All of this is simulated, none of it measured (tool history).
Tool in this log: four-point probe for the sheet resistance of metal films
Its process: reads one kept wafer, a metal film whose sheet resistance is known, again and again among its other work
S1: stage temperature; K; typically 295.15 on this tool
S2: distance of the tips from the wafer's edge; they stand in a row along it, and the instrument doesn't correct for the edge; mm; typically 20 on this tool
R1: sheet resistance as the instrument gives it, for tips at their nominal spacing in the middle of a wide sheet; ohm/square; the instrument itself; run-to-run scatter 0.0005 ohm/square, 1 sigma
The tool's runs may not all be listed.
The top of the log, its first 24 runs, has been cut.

run,hour,S1,S2,R1
25,569.6,295.15,21,2.535592
26,599.8,307.15,13,2.502547
27,617.3,307.15,12,2.503761
28,630.5,307.15,12,2.504784
29,652.7,303.15,4,2.589219
30,674.7,296.15,5,2.583947
31,701.2,296.15,5,2.584381
32,731.3,300.15,4,2.599638
33,760,293.15,14,2.548213
34,777.5,293.15,38,2.541854
35,804.9,298.15,11,2.536642
36,833.1,291.15,9,2.56435

5 ways to go on from here, each from the tool as it stands after run 36. What would each give?
A,861.8,292.15,14,?
B,861.8,299.15,20,?
C,861.8,300.15,70,?
D,861.8,308.15,4,?
E,861.8,297.15,20,?

run,R1
A,2.550578
B,2.524788
C,2.51812
D,2.575251
E,2.531933
With no hidden state in the tool, these same runs would have given:
run,R1
A,2.531688
B,2.506073
C,2.499451
D,2.556195
E,2.513169
